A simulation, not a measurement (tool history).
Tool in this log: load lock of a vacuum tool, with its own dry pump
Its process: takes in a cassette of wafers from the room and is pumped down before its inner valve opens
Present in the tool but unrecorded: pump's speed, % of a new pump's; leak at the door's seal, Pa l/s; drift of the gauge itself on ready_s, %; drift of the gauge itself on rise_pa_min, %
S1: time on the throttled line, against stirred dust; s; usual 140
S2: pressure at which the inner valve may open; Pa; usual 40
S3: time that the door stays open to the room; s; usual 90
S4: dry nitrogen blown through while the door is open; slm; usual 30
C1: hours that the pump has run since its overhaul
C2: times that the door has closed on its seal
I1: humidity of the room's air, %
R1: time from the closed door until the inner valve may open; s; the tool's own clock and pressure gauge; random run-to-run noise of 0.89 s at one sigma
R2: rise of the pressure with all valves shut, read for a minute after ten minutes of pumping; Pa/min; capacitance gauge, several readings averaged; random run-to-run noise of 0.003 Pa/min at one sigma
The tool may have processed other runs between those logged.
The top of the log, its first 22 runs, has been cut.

run     hour   S1  S2   S3  S4     C1     C2    I1     R1     R2
 23  10366.5  197  37   78   7  13931  19852  44.5  257.5  0.287
 24  10734.3  130  40  216   6  14299  20921  47.7  199.2  0.352
 25  11240.9  170  30   90  30  14806  22394  44.8  236.2  0.329
 26  11848.8  170  30   90  30  15414  24161  48.6  235.1  0.379
 27  12335.0  252  33   61  30  15900  25574  44.3  308.5  0.381
     12493.5  -- door's seal changed, seat wiped
 28  12915.7  252  33   61  30  16479   1227  46.0  308.5  0.023
 29  13216.1   76  69   44  41  16779   2100  43.9  146.5  0.018
 30  13560.7  167  69   44  41  17124   3102  46.2  227.3  0.028
 31  14240.6  167  69   44  41  17804   5079  49.5  227.2  0.047
     14707.5  -- dry pump taken out, an overhauled one fitted
 32  14794.3  203  28   90   7     87   6671  42.6  253.0  0.082
 33  15370.6  203  28   90   7    663   8346  46.6  255.4  0.104

What will run 34 give?
 34  15940.0  81  32  77   4  1232  10001  44.9   ?   ?

R1: 146.4 s
R2: 0.122 Pa/min
With the hidden condition absent and the run-to-run variation left alone, this run would have shown R1 145.3 s, R2 0.035 Pa/min.
